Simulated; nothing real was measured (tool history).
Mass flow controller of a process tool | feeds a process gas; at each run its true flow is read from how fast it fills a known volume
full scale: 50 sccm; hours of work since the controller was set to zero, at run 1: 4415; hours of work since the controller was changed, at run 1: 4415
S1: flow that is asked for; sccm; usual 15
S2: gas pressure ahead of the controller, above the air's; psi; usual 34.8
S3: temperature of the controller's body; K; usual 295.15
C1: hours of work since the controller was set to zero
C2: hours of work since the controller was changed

Run 1, hour 0.0: usual settings; C1 4415; C2 4415. Result: true flow (%) 103.15.
Run 2, hour 250.8: usual settings; C1 4571; C2 4571. Result: true flow (%) 103.28.
Run 3, hour 397.7: usual settings; C1 4662; C2 4662. Result: true flow (%) 103.29.
Run 4, hour 676.8: usual settings; C1 4835; C2 4835. Result: true flow (%) 103.42.
Run 5, hour 860.3: usual settings but S1 32 sccm; C1 4949; C2 4949. Result: true flow (%) 102.93.
Run 6, hour 1116.8: usual settings but S1 32 sccm; C1 5108; C2 5108. Result: true flow (%) 103.24.
Run 7, hour 1380.9: usual settings but S1 32 sccm; C1 5272; C2 5272. Result: true flow (%) 103.04.
Run 8, hour 1580.1: usual settings but S1 32 sccm; C1 5396; C2 5396. Result: true flow (%) 103.18.
Run 9, hour 1722.7: usual settings but S1 32 sccm; C1 5484; C2 5484. Result: true flow (%) 103.20.
Run 10, hour 1944.8: usual settings but S1 32 sccm; C1 5622; C2 5622. Result: true flow (%) 103.24.
Run 11, hour 2104.7: usual settings but S1 32 sccm; C1 5721; C2 5721. Result: true flow (%) 103.25.
Run 12, hour 2373.6: usual settings but S1 32 sccm, S3 311.15 K; C1 5888; C2 5888. Result: true flow (%) 102.19.
Run 13, hour 2628.3: usual settings but S1 32 sccm, S3 311.15 K; C1 6046; C2 6046. Result: true flow (%) 102.16.
Run 14, hour 2773.9: usual settings but S1 17 sccm; C1 6136; C2 6136. Result: true flow (%) 104.05.
Run 15, hour 2935.2: usual settings; C1 6236; C2 6236. Result: true flow (%) 104.55.
Run 16, hour 3179.6: usual settings; C1 6388; C2 6388. Result: true flow (%) 104.64.
Run 17, hour 3434.8: usual settings; C1 6546; C2 6546. Result: true flow (%) 104.72.
Run 18, hour 3718.0: usual settings; C1 6722; C2 6722. Result: true flow (%) 105.03.
Run 19, hour 3932.1: usual settings; C1 6855; C2 6855. Result: true flow (%) 104.99.
Run 20, hour 4209.5: usual settings; C1 7027; C2 7027. Result: true flow (%) 105.08.
Run 21, hour 4381.2: usual settings but S2 21.8 psi; C1 7133; C2 7133. Result: true flow (%) 104.57.
Run 22, hour 4640.1: usual settings; C1 7294; C2 7294. Result: true flow (%) 105.32.
Run 23, hour 4905.2: usual settings but S3 307.15 K; C1 7458; C2 7458. Result: true flow (%) 104.27.
Run 24, hour 5124.7: usual settings but S3 307.15 K; C1 7594; C2 7594. Result: true flow (%) 104.44.
Run 25, hour 5357.8: usual settings but S3 307.15 K; C1 7739; C2 7739. Result: true flow (%) 104.60.
Run 26, hour 5622.2: usual settings but S1 14 sccm, S3 312.15 K; C1 7903; C2 7903. Result: true flow (%) 104.39.
Run 27, hour 5887.0: usual settings but S1 14 sccm, S2 29.7 psi, S3 312.15 K; C1 8067; C2 8067. Result: true flow (%) 104.50.
At hour 6016.2: controller's zero set anew.
Run 28, hour 6057.8: usual settings but S1 40 sccm, S2 29.7 psi, S3 312.15 K; C1 26; C2 8173. Result: true flow (%) 101.84.
Run 29, hour 6201.0: usual settings but S1 23 sccm, S2 32.2 psi; C1 115; C2 8262. Result: true flow (%) 102.82.
Run 30, hour 6347.0: usual settings but S1 42 sccm; C1 205; C2 8352. Result: true flow (%) 103.64.
Run 31, hour 6603.8: usual settings but S1 9 sccm, S2 27.8 psi, S3 307.15 K; C1 365; C2 8512. Result: true flow (%) 101.56.
Run 32, hour 6788.5: usual settings but S1 10 sccm, S2 27.1 psi, S3 306.15 K; C1 479; C2 8626. Result: true flow (%) 101.70.
Run 33, hour 6961.2: usual settings but S1 10 sccm, S2 27.1 psi, S3 306.15 K; C1 586; C2 8733. Result: true flow (%) 101.63.
Run 34, hour 7113.1: usual settings but S1 7 sccm, S2 29.6 psi, S3 294.15 K; C1 680; C2 8828. Result: true flow (%) 103.14.
Run 35, hour 7250.2: usual settings but S1 7 sccm, S2 29.6 psi, S3 294.15 K; C1 766; C2 8913. Result: true flow (%) 103.14.
Run 36, hour 7410.9: usual settings but S1 7 sccm, S2 29.6 psi, S3 294.15 K; C1 865; C2 9012. Result: true flow (%) 103.26.
Run 37, hour 7533.7: usual settings but S1 7 sccm, S2 29.6 psi, S3 294.15 K; C1 941; C2 9089. Result: true flow (%) 103.46.
Run 38, hour 7788.8: usual settings but S2 37.3 psi, S3 297.15 K; C1 1100; C2 9247. Result: true flow (%) 103.44.
Run 39, hour 7905.8: usual settings but S1 23 sccm, S2 23.2 psi, S3 297.15 K; C1 1172; C2 9319. Result: true flow (%) 102.98.
Run 40, hour 8091.8: usual settings but S1 31 sccm, S2 29.2 psi, S3 297.15 K; C1 1288; C2 9435. Result: true flow (%) 103.32.
Run 41, hour 8352.3: usual settings but S1 31 sccm, S2 29.2 psi, S3 297.15 K; C1 1449; C2 9596. Result: true flow (%) 103.59.
Run 42, hour 8608.2: usual settings but S1 32 sccm, S2 26.7 psi, S3 312.15 K; C1 1608; C2 9755. Result: true flow (%) 102.28.
Run 43, hour 8766.7: usual settings but S1 5 sccm, S3 297.15 K; C1 1706; C2 9853. Result: true flow (%) 104.76.
Run 44, hour 9019.7: usual settings but S2 36.0 psi; C1 1863; C2 10010. Result: true flow (%) 104.04.
Run 45, hour 9232.1: usual settings but S1 38 sccm, S2 38.6 psi; C1 1995; C2 10142. Result: true flow (%) 104.50.
Run 46, hour 9514.7: usual settings but S1 6 sccm, S2 28.6 psi; C1 2170; C2 10317. Result: true flow (%) 104.94.
At hour 9567.0: controller exchanged for a calibrated one.
Run 47, hour 9665.7: usual settings but S1 6 sccm, S2 28.6 psi; C1 61; C2 61. Result: true flow (%) 98.96.

Forecast each of these 3 alternatives for the next run:
Run A, hour 9925.2: usual settings but S1 6 sccm, S2 23.5 psi; C1 222; C2 222. Result: true flow (%) ?.
Run B, hour 9925.2: usual settings but S1 16 sccm, S2 40.0 psi; C1 222; C2 222. Result: true flow (%) ?.
Run C, hour 9925.2: usual settings but S1 20 sccm, S2 22.2 psi, S3 296.15 K; C1 222; C2 222. Result: true flow (%) ?.

run  true flow (%)
  A          99.07
  B          99.96
  C          99.25
Without the tool's hidden state the same runs would have given:
run  true flow (%)
  A          98.25
  B          99.42
  C          98.73
